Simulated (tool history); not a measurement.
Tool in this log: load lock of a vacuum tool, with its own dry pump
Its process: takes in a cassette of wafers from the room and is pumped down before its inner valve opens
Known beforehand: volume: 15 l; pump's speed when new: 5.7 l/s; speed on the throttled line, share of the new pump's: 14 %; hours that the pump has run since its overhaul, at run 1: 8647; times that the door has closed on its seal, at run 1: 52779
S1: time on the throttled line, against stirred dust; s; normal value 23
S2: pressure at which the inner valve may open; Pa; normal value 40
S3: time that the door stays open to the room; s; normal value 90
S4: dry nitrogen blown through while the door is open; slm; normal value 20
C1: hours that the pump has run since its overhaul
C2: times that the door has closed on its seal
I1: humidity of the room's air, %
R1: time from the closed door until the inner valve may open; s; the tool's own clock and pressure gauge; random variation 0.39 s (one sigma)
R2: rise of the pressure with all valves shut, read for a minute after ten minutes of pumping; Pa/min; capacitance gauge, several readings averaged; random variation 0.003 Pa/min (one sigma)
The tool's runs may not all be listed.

Run 1, hour 0.0: usual settings; C1 8647; C2 52779; I1 48.6. Result: R1 43.2 s, R2 0.185 Pa/min.
Run 2, hour 246.0: usual settings; C1 8893; C2 53577; I1 42.8. Result: R1 43.5 s, R2 0.178 Pa/min.
Run 3, hour 648.1: usual settings; C1 9295; C2 54880; I1 42.8. Result: R1 43.6 s, R2 0.180 Pa/min.
Run 4, hour 980.9: usual settings; C1 9627; C2 55959; I1 42.7. Result: R1 43.3 s, R2 0.191 Pa/min.
Run 5, hour 1435.5: usual settings but S4 11 slm; C1 10082; C2 57432; I1 46.3. Result: R1 43.7 s, R2 0.206 Pa/min.
Run 6, hour 1667.0: usual settings but S4 11 slm; C1 10314; C2 58183; I1 42.1. Result: R1 44.1 s, R2 0.206 Pa/min.
Run 7, hour 1904.2: usual settings but S1 35 s; C1 10551; C2 58952; I1 43.7. Result: R1 54.3 s, R2 0.208 Pa/min.
Run 8, hour 2405.2: usual settings but S1 35 s; C1 11052; C2 60576; I1 46.5. Result: R1 54.2 s, R2 0.212 Pa/min.
At hour 2558.6: dry pump taken out, an overhauled one fitted.
Run 9, hour 2875.5: usual settings but S1 35 s, S4 5 slm; C1 317; C2 62081; I1 47.1. Result: R1 49.7 s, R2 0.249 Pa/min.
Run 10, hour 3388.3: usual settings but S2 31 Pa, S3 45 s; C1 830; C2 63743; I1 46.8. Result: R1 41.7 s, R2 0.224 Pa/min.
Run 11, hour 3850.8: usual settings but S2 29 Pa; C1 1292; C2 65242; I1 43.3. Result: R1 42.2 s, R2 0.243 Pa/min.
Run 12, hour 4289.5: usual settings but S2 71 Pa, S3 110 s; C1 1731; C2 66664; I1 43.6. Result: R1 39.2 s, R2 0.245 Pa/min.
Run 13, hour 4749.3: usual settings but S1 31 s, S2 69 Pa, S3 110 s, S4 13 slm; C1 2191; C2 68155; I1 45.4. Result: R1 45.9 s, R2 0.267 Pa/min.
Run 14, hour 5119.1: usual settings but S1 13 s, S2 76 Pa, S3 60 s, S4 15 slm; C1 2561; C2 69353; I1 42.4. Result: R1 31.4 s, R2 0.258 Pa/min.
At hour 5235.6: door's seal changed, seat wiped.
Run 15, hour 5595.7: usual settings but S1 13 s, S2 33 Pa, S3 60 s, S4 7 slm; C1 3036; C2 1167; I1 45.4. Result: R1 33.0 s, R2 0.045 Pa/min.
Run 16, hour 5820.7: usual settings but S1 13 s, S2 33 Pa, S3 60 s, S4 7 slm; C1 3261; C2 1897; I1 48.5. Result: R1 33.3 s, R2 0.055 Pa/min.
Run 17, hour 6186.3: usual settings but S1 13 s, S2 67 Pa, S3 60 s, S4 7 slm; C1 3626; C2 3082; I1 46.5. Result: R1 31.7 s, R2 0.052 Pa/min.
Run 18, hour 6588.7: usual settings but S1 13 s, S2 67 Pa, S3 60 s, S4 7 slm; C1 4029; C2 4386; I1 43.2. Result: R1 31.8 s, R2 0.044 Pa/min.

Entry by entry between the runs, the difference in hidden state between the last listed run before and the first listed run after:
Runs 8 to 9: dry pump taken out, an overhauled one fitted (hour 2558.6)
  pump's speed, % of a new pump's: 81.3 -> 99.2; leak at the door's seal, Pa l/s: 0.0463 -> 0.0481
  the result without the hidden state subtracted from the measured one, R1: +3.6 -> +0.1 s; R2: +0.176 -> +0.188 Pa/min
Runs 14 to 15: door's seal changed, seat wiped (hour 5235.6)
  pump's speed, % of a new pump's: 95.2 -> 94.4; leak at the door's seal, Pa l/s: 0.058 -> 0.0021
  the result without the hidden state subtracted from the measured one, R1: +0.9 -> +1.1 s; R2: +0.224 -> +0.000 Pa/min

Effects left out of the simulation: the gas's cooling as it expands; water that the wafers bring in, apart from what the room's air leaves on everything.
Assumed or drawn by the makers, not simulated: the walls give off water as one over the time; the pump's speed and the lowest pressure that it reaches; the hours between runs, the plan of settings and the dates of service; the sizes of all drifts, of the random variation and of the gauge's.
